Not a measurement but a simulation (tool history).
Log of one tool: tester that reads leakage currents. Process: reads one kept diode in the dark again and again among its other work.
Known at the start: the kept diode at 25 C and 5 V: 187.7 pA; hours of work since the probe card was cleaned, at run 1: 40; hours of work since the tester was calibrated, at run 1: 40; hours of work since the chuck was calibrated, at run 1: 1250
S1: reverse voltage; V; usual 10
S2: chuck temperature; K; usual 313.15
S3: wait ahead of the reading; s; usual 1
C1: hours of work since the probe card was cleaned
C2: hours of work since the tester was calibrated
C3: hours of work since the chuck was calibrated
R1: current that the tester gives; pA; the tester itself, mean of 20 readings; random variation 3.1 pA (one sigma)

run	day	S1	S2	S3	C1	C2	C3	R1
1	0	10	313.15	1	40	40	1250	884.64
2	2.917	10	313.15	1	83	83	1292	878.39
3	6.767	10.1	313.15	1	139	139	1348	875
4	12.021	10.1	313.15	1	216	216	1425	863.83
# day 14.046: chuck's temperature calibrated
5	18.942	14.7	313.15	1	316	316	72	1242.15
6	21.8	14.7	313.15	1	358	358	113	1239.96
7	25.142	14.7	313.15	1	407	407	162	1228.93
8	31.271	14.7	313.15	1	496	496	252	1212.25
9	37.629	14.7	313.15	1	589	589	345	1198.41
10	40.558	14.7	313.15	1	632	632	388	1200.57
11	45.217	10	313.15	1	700	700	456	977.48
12	48.896	10	313.15	1	754	754	510	974.41
# day 49.504: tester calibrated
13	54.946	10	313.15	4.66	841	80	597	966.91
14	59.862	10	313.15	3.07	913	151	669	957.62
15	64.575	10	313.15	0.83	982	220	738	956.06
16	70.117	10	313.15	0.83	1063	301	819	942.42
# day 71.296: tester calibrated, once more
17	76.896	10	313.15	0.83	1161	82	917	926.41
18	80.992	10	313.15	0.83	1221	142	976	920.36
19	85.658	10	326.15	0.57	1289	210	1045	2675.81
20	91.421	10	300.15	5.23	1373	294	1129	285.05
21	97.6	3.9	296.15	0.4	1464	385	1219	121.93
22	101.925	3.9	296.15	0.4	1527	448	1282	122.2
23	106.421	5.9	312.15	6.1	1593	514	1348	618.66
24	111.267	2.8	325.15	1.3	1664	584	1419	1256.92
# day 113.85: chuck's temperature calibrated
25	114.846	1	302.15	1.84	1715	636	15	127.84
26	117.604	1	302.15	1.84	1755	676	55	127.42
27	123.967	1	302.15	9.81	1848	769	148	125.79

How the hidden state differs across the entries between the runs, from the last listed run before each to the first after it:
Between runs 4 and 5: chuck's temperature calibrated (day 14.046)
  stray current of the dirty probe card, pA a volt: 0.199 -> 0.284; current scale over the true one, %: 0.29 -> 0.32; true chuck temperature over the reading, C: -2.06 -> -0.11
  measured less the result without the state, R1: -163.09 -> -3.63 pA
Between runs 12 and 13: tester calibrated (day 49.504)
  stray current of the dirty probe card, pA a volt: 0.641 -> 0.721; current scale over the true one, %: 0.45 -> 0.72; true chuck temperature over the reading, C: -0.74 -> -0.86
  measured less the result without the state, R1: -52.74 -> -59.41 pA
Between runs 16 and 17: tester calibrated, once more (day 71.296)
  stray current of the dirty probe card, pA a volt: 0.911 -> 0.988; current scale over the true one, %: 0.79 -> -0.03; true chuck temperature over the reading, C: -1.18 -> -1.33
  measured less the result without the state, R1: -83.33 -> -101.74 pA
Between runs 24 and 25: chuck's temperature calibrated (day 113.85)
  stray current of the dirty probe card, pA a volt: 1.409 -> 1.45; current scale over the true one, %: 0.12 -> 0.14; true chuck temperature over the reading, C: -2.05 -> 0.21
  measured less the result without the state, R1: -218.45 -> +4.03 pA
